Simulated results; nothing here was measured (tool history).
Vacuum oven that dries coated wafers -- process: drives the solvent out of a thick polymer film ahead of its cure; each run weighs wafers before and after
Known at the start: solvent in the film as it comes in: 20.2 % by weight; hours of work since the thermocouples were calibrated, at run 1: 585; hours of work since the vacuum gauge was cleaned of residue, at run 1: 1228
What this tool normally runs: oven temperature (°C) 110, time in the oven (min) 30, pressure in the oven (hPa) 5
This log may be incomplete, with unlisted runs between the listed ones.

run,hour,oven temperature (°C),time in the oven (min),pressure in the oven (hPa),hours of work since the thermocouples were calibrated,hours of work since the vacuum gauge was cleaned of residue,solvent left in the film (%)
1,0,110,30,5,585,1228,0.91
2,112.9,110,41,5,642,1286,0.4
3,208.4,110,41,5,691,1334,0.42
4,284.8,110,30,5,730,1373,0.93
5,336.9,110,30,5,757,1400,0.92
6,423.6,110,30,5,801,1444,0.93
7,519.5,123,23,16.78,850,1493,0.3
8,608.1,108,42,2.64,895,1538,0.52
# hour 620.2: vacuum gauge cleaned of residue and calibrated
9,698.5,108,42,2.64,941,40,0.65
10,746,108,42,2.64,965,64,0.63
11,829.9,108,42,2.64,1008,107,0.61

Run 12 has not been measured yet. What should we expect?
12,879.7,108,28,19.57,1033,133,?

solvent left in the film (%): 1.81
Were there no unlogged condition in the tool, this run, its random variation unchanged, would have produced solvent left in the film (%) 1.89.

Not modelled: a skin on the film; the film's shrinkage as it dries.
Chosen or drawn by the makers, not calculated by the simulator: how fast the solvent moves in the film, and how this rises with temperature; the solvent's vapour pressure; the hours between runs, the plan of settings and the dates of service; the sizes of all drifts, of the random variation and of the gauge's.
